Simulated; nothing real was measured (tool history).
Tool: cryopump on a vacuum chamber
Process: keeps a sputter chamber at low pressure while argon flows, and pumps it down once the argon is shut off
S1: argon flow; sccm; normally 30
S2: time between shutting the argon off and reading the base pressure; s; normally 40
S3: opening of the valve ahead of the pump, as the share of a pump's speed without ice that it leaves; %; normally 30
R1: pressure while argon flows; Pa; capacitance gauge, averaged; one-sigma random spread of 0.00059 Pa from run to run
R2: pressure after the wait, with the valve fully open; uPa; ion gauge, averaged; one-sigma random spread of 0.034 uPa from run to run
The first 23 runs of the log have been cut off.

| run | hour | S1 | S2 | S3 | R1 | R2 |
|---|---|---|---|---|---|---|
| 24 | 482.8 | 30 | 143 | 26 | 0.0950 | 2.10 |
| 25 | 496.7 | 27 | 145 | 30 | 0.0739 | 2.20 |
| 26 | 518.4 | 35 | 145 | 16 | 0.1756 | 2.20 |
| 27 | 535.4 | 35 | 67 | 16 | 0.1785 | 2.79 |
| 28 | 549.3 | 41 | 67 | 20 | 0.1675 | 2.80 |
| 29 | 573.4 | 30 | 210 | 47 | 0.0545 | 2.21 |
| 30 | 593.5 | 54 | 87 | 27 | 0.1672 | 2.65 |
| 31 | 616.1 | 27 | 113 | 27 | 0.0833 | 2.52 |
| 32 | 631.0 | 35 | 113 | 16 | 0.1776 | 2.55 |
| 33 | 646.7 | 20 | 251 | 30 | 0.0568 | 2.23 |

Predict each of these 4 candidate next runs independently; none follows another, all start after run 33:
| A | 672.4 | 59 | 44 | 56 | ? | ? |
| B | 672.4 | 55 | 251 | 30 | ? | ? |
| C | 672.4 | 20 | 32 | 48 | ? | ? |
| D | 672.4 | 23 | 40 | 30 | ? | ? |

| run | R1 | R2 |
|---|---|---|
| A | 0.0940 | 3.58 |
| B | 0.1545 | 2.28 |
| C | 0.0362 | 4.18 |
| D | 0.0641 | 3.62 |
With no hidden state in the tool, these same runs would have given:
| run | R1 | R2 |
|---|---|---|
| A | 0.0832 | 1.68 |
| B | 0.1445 | 0.42 |
| C | 0.0326 | 2.27 |
| D | 0.0599 | 1.80 |
